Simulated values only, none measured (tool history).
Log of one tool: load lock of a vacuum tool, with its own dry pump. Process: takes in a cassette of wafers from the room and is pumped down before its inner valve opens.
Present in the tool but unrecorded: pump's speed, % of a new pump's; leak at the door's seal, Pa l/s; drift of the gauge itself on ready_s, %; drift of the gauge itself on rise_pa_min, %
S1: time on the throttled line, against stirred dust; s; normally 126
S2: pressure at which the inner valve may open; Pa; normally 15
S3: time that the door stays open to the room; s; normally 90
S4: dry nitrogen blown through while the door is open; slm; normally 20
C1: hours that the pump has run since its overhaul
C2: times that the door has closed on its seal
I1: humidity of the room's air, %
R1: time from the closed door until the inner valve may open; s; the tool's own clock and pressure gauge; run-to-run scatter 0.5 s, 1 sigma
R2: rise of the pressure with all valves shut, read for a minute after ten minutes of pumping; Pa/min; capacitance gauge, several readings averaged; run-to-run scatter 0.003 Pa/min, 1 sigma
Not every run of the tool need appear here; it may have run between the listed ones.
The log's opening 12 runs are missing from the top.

run    hour   S1  S2  S3  S4     C1    C2    I1     R1     R2
 13   992.6  178  15  90  20  14183  4186  44.6  230.3   0.06
 14  1074.9  178  15  90  20  14266  4356  47.7  229.6  0.067
 15  1137.4  178  15  90  20  14328  4485  44.9  230.8  0.065
 16  1236.3  126  15  37  20  14427  4690    43    187  0.047
 17  1349.7  126  15  37  20  14541  4924    47  186.8  0.047
 18  1464.8  126  15  37  20  14656  5162  41.8  186.4   0.05
 19  1556.8  126  15  37  20  14748  5352  44.6  186.3   0.05
 20  1655.9  126  26  36   6  14847  5557    44  180.7  0.058
 21    1725  140  26  65  17  14916  5700  44.2  194.1  0.056
 22    1802  105  15  90  20  14993  5859  45.9  169.4  0.067
 23  1886.5  112  21  31  18  15077  6034  42.5  171.1  0.049
 24  1964.3  122  23  39  18  15155  6195  46.6  179.4  0.058
 25  2033.8  126  20  90  34  15225  6338  41.7  184.5  0.055
 26  2132.3  126  20  90  34  15323  6542  45.1  183.7  0.054
 27  2191.3  126  15  90  20  15382  6664  42.6  186.9  0.067
 28  2294.1   66  15  90  35  15485  6876  43.8    136  0.061
 29  2404.4  126  16  90  13  15595  7104    46  187.8  0.077
 30    2517  126  23  90  20  15708  7337  42.2  183.1   0.07
 31  2593.3  126  23  90  20  15784  7495  42.8    184  0.067
 32  2686.3  107  18  28  20  15877  7687  46.1  169.3  0.055
 33    2746  107  19  28  20  15937  7810  45.4  169.5  0.057

Expected results for the next run?
 34  2829.3  244  16  29  22  16020  7983  43.8   ?   ?

Run 34 gave R1 287.3 s, R2 0.062 Pa/min.
Without the tool's hidden state the same run would have given R1 280.8 s, R2 0.03 Pa/min.
